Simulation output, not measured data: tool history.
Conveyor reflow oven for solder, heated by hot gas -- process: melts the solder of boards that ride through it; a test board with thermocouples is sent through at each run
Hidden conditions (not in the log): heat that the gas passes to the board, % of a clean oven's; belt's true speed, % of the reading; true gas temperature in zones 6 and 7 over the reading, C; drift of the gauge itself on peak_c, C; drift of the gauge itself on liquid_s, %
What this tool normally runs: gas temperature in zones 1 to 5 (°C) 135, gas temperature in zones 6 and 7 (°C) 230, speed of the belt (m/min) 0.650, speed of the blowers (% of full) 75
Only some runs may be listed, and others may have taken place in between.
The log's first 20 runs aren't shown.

| run | hour | gas temperature in zones 1 to 5 (°C) | gas temperature in zones 6 and 7 (°C) | speed of the belt (m/min) | speed of the blowers (% of full) | hours of work since the flux was cleaned out | hours of work since the belt drive was overhauled | hours of work since the thermocouples were changed | highest temperature of the board (°C) | time above the solder's melting point (s) |
|---|---|---|---|---|---|---|---|---|---|---|
| 21 | 822.7 | 141 | 230 | 0.724 | 75 | 75 | 1499 | 972 | 214.1 | 48.3 |
| 22 | 868.0 | 145 | 227 | 0.638 | 76 | 100 | 1524 | 997 | 215.2 | 58.7 |
| 23 | 917.5 | 150 | 228 | 0.614 | 71 | 128 | 1552 | 1025 | 216.8 | 64.2 |
| 24 | 951.4 | 150 | 228 | 0.614 | 71 | 147 | 1571 | 1044 | 217.5 | 64.5 |
| 25 | 997.9 | 150 | 228 | 0.614 | 71 | 173 | 1597 | 1070 | 218.0 | 64.6 |
| 26 | 1035.0 | 150 | 228 | 0.614 | 71 | 193 | 1617 | 1091 | 216.9 | 64.4 |
| 27 | 1058.9 | 139 | 230 | 0.616 | 80 | 207 | 1631 | 1104 | 218.5 | 61.2 |
| 28 | 1087.5 | 139 | 230 | 0.616 | 80 | 223 | 1647 | 1120 | 219.3 | 61.0 |
|  | 1114.7 | thermocouples of zones 6 and 7 changed |
| 29 | 1114.7 | 121 | 225 | 0.756 | 52 | 237 | 1661 | 0 | 195.2 | 20.8 |
| 30 | 1150.0 | 143 | 218 | 0.770 | 77 | 257 | 1681 | 20 | 203.3 | 36.9 |

Predict each of these 5 candidate next runs independently; none follows another, all start after run 30:
| A | 1181.7 | 134 | 244 | 0.770 | 79 | 274 | 1698 | 37 | ? | ? |
| B | 1181.7 | 141 | 218 | 0.770 | 77 | 274 | 1698 | 37 | ? | ? |
| C | 1181.7 | 143 | 218 | 0.582 | 65 | 274 | 1698 | 37 | ? | ? |
| D | 1181.7 | 122 | 243 | 0.751 | 77 | 274 | 1698 | 37 | ? | ? |
| E | 1181.7 | 143 | 236 | 0.770 | 77 | 274 | 1698 | 37 | ? | ? |

| run | highest temperature of the board (°C) | time above the solder's melting point (s) |
|---|---|---|
| A | 223.6 | 48.8 |
| B | 202.5 | 35.8 |
| C | 207.0 | 56.3 |
| D | 220.5 | 45.9 |
| E | 218.2 | 48.1 |
Without the tool's hidden state the same runs would have given:
| run | highest temperature of the board (°C) | time above the solder's melting point (s) |
|---|---|---|
| A | 223.7 | 48.8 |
| B | 202.6 | 35.8 |
| C | 207.1 | 56.3 |
| D | 220.6 | 45.9 |
| E | 218.3 | 48.1 |
